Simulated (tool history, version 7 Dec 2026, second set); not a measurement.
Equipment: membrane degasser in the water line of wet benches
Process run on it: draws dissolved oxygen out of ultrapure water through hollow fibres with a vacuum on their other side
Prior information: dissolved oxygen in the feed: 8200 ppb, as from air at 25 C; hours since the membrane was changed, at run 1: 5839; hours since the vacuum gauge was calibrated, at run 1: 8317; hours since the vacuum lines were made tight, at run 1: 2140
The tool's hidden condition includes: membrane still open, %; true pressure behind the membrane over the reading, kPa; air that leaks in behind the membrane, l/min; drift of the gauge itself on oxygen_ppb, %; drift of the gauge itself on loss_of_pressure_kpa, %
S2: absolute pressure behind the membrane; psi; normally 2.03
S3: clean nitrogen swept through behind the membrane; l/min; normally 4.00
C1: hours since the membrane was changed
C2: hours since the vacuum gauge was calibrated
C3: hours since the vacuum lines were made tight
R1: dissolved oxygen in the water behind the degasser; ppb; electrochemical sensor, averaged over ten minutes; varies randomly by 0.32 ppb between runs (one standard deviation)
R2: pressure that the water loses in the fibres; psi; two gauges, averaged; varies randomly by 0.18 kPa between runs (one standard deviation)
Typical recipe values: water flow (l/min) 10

Run 1, hour 0.0: usual settings; C1 5839; C2 8317; C3 2140. Result: R1 71.4 ppb, R2 9.124 psi.
Run 2, hour 103.1: usual settings but water flow (l/min) 15; C1 5942; C2 8420; C3 2243. Result: R1 116.2 ppb, R2 13.605 psi.
Run 3, hour 286.5: usual settings but water flow (l/min) 15; C1 6126; C2 8604; C3 2427. Result: R1 115.9 ppb, R2 13.657 psi.
Run 4, hour 480.9: usual settings; C1 6320; C2 8798; C3 2621. Result: R1 72.0 ppb, R2 9.134 psi.
At hour 509.6: vacuum gauge calibrated.
Run 5, hour 598.9: usual settings but S2 1.73 psi; C1 6437; C2 89; C3 2739. Result: R1 56.3 ppb, R2 9.094 psi.
Run 6, hour 785.3: usual settings but water flow (l/min) 12; C1 6624; C2 276; C3 2925. Result: R1 85.3 ppb, R2 10.955 psi.
Run 7, hour 926.2: usual settings but water flow (l/min) 12, S2 4.95 psi; C1 6765; C2 417; C3 3066. Result: R1 230.4 ppb, R2 10.887 psi.
Run 8, hour 1056.3: usual settings but water flow (l/min) 12, S2 4.95 psi; C1 6895; C2 547; C3 3196. Result: R1 233.9 ppb, R2 10.891 psi.
Run 9, hour 1179.6: usual settings but water flow (l/min) 12, S2 4.95 psi; C1 7018; C2 670; C3 3319. Result: R1 232.8 ppb, R2 10.898 psi.
Run 10, hour 1387.5: usual settings; C1 7226; C2 878; C3 3527. Result: R1 70.2 ppb, R2 9.116 psi.
Run 11, hour 1488.8: usual settings; C1 7327; C2 979; C3 3628. Result: R1 70.5 ppb, R2 9.149 psi.
Run 12, hour 1689.5: usual settings but water flow (l/min) 13; C1 7528; C2 1180; C3 3829. Result: R1 96.0 ppb, R2 11.850 psi.
Run 13, hour 1803.1: usual settings but water flow (l/min) 13; C1 7642; C2 1293; C3 3943. Result: R1 95.5 ppb, R2 11.880 psi.
Run 14, hour 2004.2: usual settings but water flow (l/min) 13, S2 2.44 psi; C1 7843; C2 1495; C3 4144. Result: R1 117.9 ppb, R2 11.905 psi.
Run 15, hour 2191.6: usual settings but water flow (l/min) 11; C1 8030; C2 1682; C3 4331. Result: R1 79.1 ppb, R2 10.087 psi.
Run 16, hour 2307.3: usual settings but water flow (l/min) 11; C1 8146; C2 1798; C3 4447. Result: R1 79.1 ppb, R2 10.034 psi.
Run 17, hour 2440.3: usual settings but water flow (l/min) 11; C1 8279; C2 1931; C3 4580. Result: R1 78.4 ppb, R2 10.116 psi.
Run 18, hour 2667.4: usual settings but S2 2.73 psi, S3 6.45 l/min; C1 8506; C2 2158; C3 4807. Result: R1 64.2 ppb, R2 9.179 psi.
Run 19, hour 2863.3: usual settings but S2 2.73 psi, S3 6.45 l/min; C1 8702; C2 2354; C3 5003. Result: R1 64.0 ppb, R2 9.172 psi.
Run 20, hour 3101.2: usual settings but S3 11.88 l/min; C1 8940; C2 2592; C3 5241. Result: R1 26.0 ppb, R2 9.152 psi.
Run 21, hour 3212.0: usual settings but water flow (l/min) 11, S3 11.62 l/min; C1 9051; C2 2702; C3 5352. Result: R1 29.9 ppb, R2 10.124 psi.
Run 22, hour 3419.4: usual settings but water flow (l/min) 8, S3 4.14 l/min; C1 9258; C2 2910; C3 5559. Result: R1 55.2 ppb, R2 7.365 psi.
Run 23, hour 3557.5: usual settings but water flow (l/min) 9, S2 3.39 psi, S3 3.25 l/min; C1 9396; C2 3048; C3 5697. Result: R1 143.9 ppb, R2 8.298 psi.
Run 24, hour 3719.9: usual settings but water flow (l/min) 9, S2 3.39 psi, S3 3.25 l/min; C1 9559; C2 3210; C3 5860. Result: R1 144.0 ppb, R2 8.290 psi.
Run 25, hour 3923.7: usual settings but water flow (l/min) 9, S2 2.34 psi, S3 3.25 l/min; C1 9762; C2 3414; C3 6063. Result: R1 93.4 ppb, R2 8.285 psi.
Run 26, hour 4054.8: usual settings but water flow (l/min) 9, S2 1.25 psi, S3 3.25 l/min; C1 9893; C2 3545; C3 6195. Result: R1 40.8 ppb, R2 8.280 psi.
Run 27, hour 4227.1: usual settings but S2 1.29 psi; C1 10066; C2 3717; C3 6367. Result: R1 39.7 ppb, R2 9.175 psi.
Run 28, hour 4327.3: usual settings but S2 1.29 psi; C1 10166; C2 3818; C3 6467. Result: R1 39.7 ppb, R2 9.187 psi.
Run 29, hour 4523.2: usual settings but water flow (l/min) 11, S2 2.34 psi, S3 3.26 l/min; C1 10362; C2 4014; C3 6663. Result: R1 115.3 ppb, R2 10.122 psi.
Run 30, hour 4680.6: usual settings but water flow (l/min) 14, S2 1.44 psi, S3 2.06 l/min; C1 10519; C2 4171; C3 6820. Result: R1 125.6 ppb, R2 12.923 psi.
Run 31, hour 4878.6: usual settings but S2 4.21 psi, S3 2.57 l/min; C1 10717; C2 4369; C3 7018. Result: R1 253.3 ppb, R2 9.226 psi.
Run 32, hour 5059.2: usual settings but water flow (l/min) 8, S2 2.29 psi, S3 2.57 l/min; C1 10898; C2 4550; C3 7199. Result: R1 103.9 ppb, R2 7.404 psi.

Run by run, hidden condition taken away, random variation retained:
run     R1      R2
  1   68.1   8.988
  2  110.8  13.397
  3  110.3  13.442
  4   68.4   8.987
  5   55.1   8.943
  6   83.4  10.768
  7  226.4  10.697
  8  229.7  10.697
  9  228.4  10.701
 10   68.3   8.944
 11   68.5   8.976
 12   93.1  11.619
 13   92.5  11.645
 14  114.3  11.665
 15   76.4   9.877
 16   76.2   9.822
 17   75.5   9.900
 18   61.7   8.979
 19   61.4   8.966
 20   24.6   8.942
 21   28.2   9.887
 22   52.3   7.188
 23  137.8   8.096
 24  137.7   8.086
 25   88.6   8.076
 26   37.8   8.067
 27   36.8   8.936
 28   36.7   8.946
 29  109.4   9.851
 30  117.7  12.570
 31  241.8   8.969
 32   97.1   7.195

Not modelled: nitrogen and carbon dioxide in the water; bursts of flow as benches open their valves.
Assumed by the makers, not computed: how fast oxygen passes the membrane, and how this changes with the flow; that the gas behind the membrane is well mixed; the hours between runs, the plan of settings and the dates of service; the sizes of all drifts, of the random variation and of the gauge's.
